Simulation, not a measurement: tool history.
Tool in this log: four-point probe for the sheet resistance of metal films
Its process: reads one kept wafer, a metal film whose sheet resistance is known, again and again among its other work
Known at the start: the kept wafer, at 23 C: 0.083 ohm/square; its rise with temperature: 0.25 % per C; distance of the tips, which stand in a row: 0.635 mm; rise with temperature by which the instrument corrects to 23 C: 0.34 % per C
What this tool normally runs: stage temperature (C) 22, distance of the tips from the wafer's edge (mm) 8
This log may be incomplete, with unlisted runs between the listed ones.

| run | hour | stage temperature (C) | distance of the tips from the wafer's edge (mm) | sheet resistance as the instrument gives it (ohm/square) |
|---|---|---|---|---|
| 1 | 0.0 | 22 | 8 | 0.084126 |
| 2 | 34.1 | 22 | 8 | 0.084145 |
| 3 | 64.7 | 22 | 8 | 0.084184 |
| 4 | 93.2 | 22 | 8 | 0.084177 |
| 5 | 111.7 | 22 | 8 | 0.084158 |
| 6 | 142.4 | 22 | 28 | 0.083927 |
| 7 | 164.4 | 32 | 8 | 0.083464 |
| 8 | 183.0 | 25 | 8 | 0.083964 |
| 9 | 200.8 | 25 | 8 | 0.083967 |
| 10 | 218.7 | 25 | 8 | 0.084011 |
| 11 | 244.6 | 25 | 8 | 0.084012 |
| 12 | 275.5 | 25 | 8 | 0.084037 |
| 13 | 300.2 | 25 | 8 | 0.084027 |
| 14 | 320.3 | 25 | 13 | 0.083850 |
| 15 | 358.6 | 30 | 13 | 0.083509 |
| 16 | 380.5 | 30 | 13 | 0.083533 |
| 17 | 410.7 | 22 | 20 | 0.084044 |
| 18 | 441.7 | 22 | 15 | 0.084070 |
|  | 448.9 | new probe head fitted |
| 19 | 462.7 | 22 | 15 | 0.083047 |
| 20 | 482.2 | 22 | 8 | 0.083228 |
| 21 | 514.4 | 22 | 8 | 0.083229 |
| 22 | 552.2 | 22 | 8 | 0.083293 |
| 23 | 583.6 | 22 | 8 | 0.083310 |
| 24 | 620.5 | 25 | 23 | 0.082821 |
| 25 | 650.2 | 24 | 13 | 0.082987 |
| 26 | 666.3 | 32 | 8 | 0.082644 |
| 27 | 701.6 | 32 | 8 | 0.082640 |
| 28 | 733.5 | 22 | 9 | 0.083274 |
| 29 | 748.9 | 22 | 9 | 0.083256 |
| 30 | 780.4 | 18 | 13 | 0.083451 |
| 31 | 802.3 | 20 | 3 | 0.085213 |
| 32 | 837.2 | 20 | 3 | 0.085178 |
| 33 | 855.5 | 20 | 13 | 0.083367 |
| 34 | 882.5 | 20 | 13 | 0.083360 |
| 35 | 920.8 | 20 | 13 | 0.083356 |
| 36 | 948.5 | 23 | 5 | 0.083766 |
| 37 | 984.7 | 24 | 12 | 0.083131 |
| 38 | 1001.0 | 25 | 5 | 0.083643 |

Run 39 has not been measured yet. What should we expect?
| 39 | 1033.8 | 24 | 8 | ? |

sheet resistance as the instrument gives it (ohm/square): 0.083264
If the tool had no hidden condition, the same run with the same run-to-run variation would have returned sheet resistance as the instrument gives it (ohm/square) 0.083189.
